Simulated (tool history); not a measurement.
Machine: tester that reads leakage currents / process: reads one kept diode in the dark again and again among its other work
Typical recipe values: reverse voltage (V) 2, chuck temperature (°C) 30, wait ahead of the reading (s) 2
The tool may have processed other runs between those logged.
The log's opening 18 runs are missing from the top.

run    hour  reverse voltage (V)  chuck temperature (°C)  wait ahead of the reading (s)  current that the tester gives (pA)
 19     555                 8.15                      30                              2                              346.74
 20   596.5                    2                      30                              2                              203.89
 21   643.6                    2                      30                              2                              203.77
 22   688.4                    2                      35                           1.11                              314.83
 23   720.6                 1.09                      30                           0.53                              162.65
 24     756                 1.09                      30                           0.53                              162.09
 25   776.7                 1.09                      30                           0.53                              161.99
 26   815.2                14.87                      30                           1.45                              436.73
 27   853.4                14.87                      20                            0.7                              179.25
 28   881.5                 5.93                      51                              2                             1708.19
 29   908.3                    2                      44                           5.58                              656.07
 30   933.1                 1.25                      36                           0.93                              285.08
 31   966.8                 1.25                      36                           0.93                              286.06
 32   998.2                12.38                      49                           0.93                             1946.73
 33  1046.7                12.38                      49                           0.93                             1947.56
 34    1095                 6.92                      30                           1.14                              328.84
 35    1135                 6.92                      30                           1.14                              326.85
 36  1175.6                 6.92                      30                           1.14                              328.08
 37  1207.3                 4.05                      49                           1.14                              1271.8
 38  1247.3                  2.3                      51                           4.09                              1190.2
 39  1280.5                 7.25                      37                           2.95                              605.61

Each row is a separate what-if for the run after 39, all from the same tool condition, not one after another. Results?
  A  1304.1                 1.22                      37                           4.75                                   ?
  B  1304.1                 7.25                      33                           3.48                                   ?
  C  1304.1                 1.32                      60                           1.59                                   ?
  D  1304.1                 7.25                      39                           0.45                                   ?
  E  1304.1                 7.25                      24                           4.29                                   ?

run  current that the tester gives (pA)
  A                              307.86
  B                              430.48
  C                             1883.15
  D                              718.04
  E                              196.84
Without the tool's hidden state the same runs would have given:
run  current that the tester gives (pA)
  A                              307.27
  B                              429.54
  C                             1880.08
  D                               716.6
  E                              196.31
